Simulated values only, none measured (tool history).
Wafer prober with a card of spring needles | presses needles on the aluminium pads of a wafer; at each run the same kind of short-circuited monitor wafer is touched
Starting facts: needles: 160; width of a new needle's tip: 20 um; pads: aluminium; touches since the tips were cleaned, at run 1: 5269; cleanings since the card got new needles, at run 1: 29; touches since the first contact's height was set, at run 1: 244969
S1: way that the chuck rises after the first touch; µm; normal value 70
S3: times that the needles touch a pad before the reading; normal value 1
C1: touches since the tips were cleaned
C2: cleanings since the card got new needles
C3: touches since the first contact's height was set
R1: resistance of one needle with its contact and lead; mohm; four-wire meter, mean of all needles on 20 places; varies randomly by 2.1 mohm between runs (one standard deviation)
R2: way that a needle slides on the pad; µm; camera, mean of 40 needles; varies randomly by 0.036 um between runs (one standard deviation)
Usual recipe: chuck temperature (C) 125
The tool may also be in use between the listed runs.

{"run": 1, "day": 0.0, "S1": 70, "chuck temperature (C)": 125, "S3": 1, "C1": 5269, "C2": 29, "C3": 244969, "R1": 361, "R2": 13.58}
{"day": 0.229, "done": "tips cleaned on abrasive film"}
{"day": 0.242, "done": "height of the first contact set anew"}
{"run": 2, "day": 0.8, "S1": 70, "chuck temperature (C)": 125, "S3": 1, "C1": 4768, "C2": 30, "C3": 4768, "R1": 365, "R2": 13.28}
{"day": 1.117, "done": "tips cleaned on abrasive film"}
{"run": 3, "day": 1.346, "S1": 70, "chuck temperature (C)": 125, "S3": 1, "C1": 1946, "C2": 31, "C3": 9375, "R1": 310, "R2": 13.31}
{"day": 1.942, "done": "tips cleaned on abrasive film"}
{"run": 4, "day": 1.996, "S1": 70, "chuck temperature (C)": 125, "S3": 1, "C1": 442, "C2": 32, "C3": 14895, "R1": 259, "R2": 13.22}
{"run": 5, "day": 2.367, "S1": 70, "chuck temperature (C)": 125, "S3": 1, "C1": 3607, "C2": 32, "C3": 18060, "R1": 347, "R2": 13.32}
{"run": 6, "day": 2.721, "S1": 70, "chuck temperature (C)": 51, "S3": 1, "C1": 6647, "C2": 32, "C3": 21100, "R1": 395, "R2": 13.3}
{"day": 2.796, "done": "tips cleaned on abrasive film"}
{"run": 7, "day": 3.192, "S1": 70, "chuck temperature (C)": 51, "S3": 1, "C1": 3358, "C2": 33, "C3": 25066, "R1": 339, "R2": 13.28}
{"run": 8, "day": 3.533, "S1": 70, "chuck temperature (C)": 51, "S3": 1, "C1": 6276, "C2": 33, "C3": 27984, "R1": 389, "R2": 13.29}
{"day": 3.642, "done": "tips cleaned on abrasive film"}
{"run": 9, "day": 3.917, "S1": 70, "chuck temperature (C)": 125, "S3": 1, "C1": 2350, "C2": 34, "C3": 31220, "R1": 318, "R2": 13.26}
{"day": 4.483, "done": "tips cleaned on abrasive film"}
{"run": 10, "day": 4.521, "S1": 70, "chuck temperature (C)": 59, "S3": 1, "C1": 317, "C2": 35, "C3": 36351, "R1": 236, "R2": 13.26}
{"day": 4.804, "done": "height of the first contact set anew, once more"}
{"day": 5.338, "done": "tips cleaned on abrasive film"}
{"run": 11, "day": 5.338, "S1": 70, "chuck temperature (C)": 59, "S3": 1, "C1": 0, "C2": 36, "C3": 4528, "R1": 227, "R2": 13.93}
{"run": 12, "day": 6.008, "S1": 70, "chuck temperature (C)": 125, "S3": 1, "C1": 5735, "C2": 36, "C3": 10263, "R1": 364, "R2": 13.94}
{"day": 6.162, "done": "tips cleaned on abrasive film"}
{"run": 13, "day": 6.808, "S1": 70, "chuck temperature (C)": 125, "S3": 1, "C1": 5493, "C2": 37, "C3": 17037, "R1": 360, "R2": 13.93}
{"day": 7.017, "done": "tips cleaned on abrasive film"}
{"run": 14, "day": 7.408, "S1": 70, "chuck temperature (C)": 58, "S3": 1, "C1": 3359, "C2": 38, "C3": 22137, "R1": 331, "R2": 13.95}
{"day": 7.829, "done": "tips cleaned on abrasive film"}
{"run": 15, "day": 8.154, "S1": 70, "chuck temperature (C)": 58, "S3": 1, "C1": 2743, "C2": 39, "C3": 28443, "R1": 314, "R2": 13.85}
{"day": 8.642, "done": "tips cleaned on abrasive film"}
{"run": 16, "day": 8.85, "S1": 70, "chuck temperature (C)": 58, "S3": 1, "C1": 1780, "C2": 40, "C3": 34365, "R1": 298, "R2": 13.89}

Run 17 has not been measured yet. What should we expect?
{"run": 17, "day": 9.225, "S1": 72, "chuck temperature (C)": 33, "S3": 1, "C1": 4982, "C2": 40, "C3": 37567, "R1": "?", "R2": "?"}

{"run 17": {"R1": 358, "R2": 14.31}}
The same run, on a tool lacking any hidden state, would have yielded R1 209 mohm, R2 14.38 µm.

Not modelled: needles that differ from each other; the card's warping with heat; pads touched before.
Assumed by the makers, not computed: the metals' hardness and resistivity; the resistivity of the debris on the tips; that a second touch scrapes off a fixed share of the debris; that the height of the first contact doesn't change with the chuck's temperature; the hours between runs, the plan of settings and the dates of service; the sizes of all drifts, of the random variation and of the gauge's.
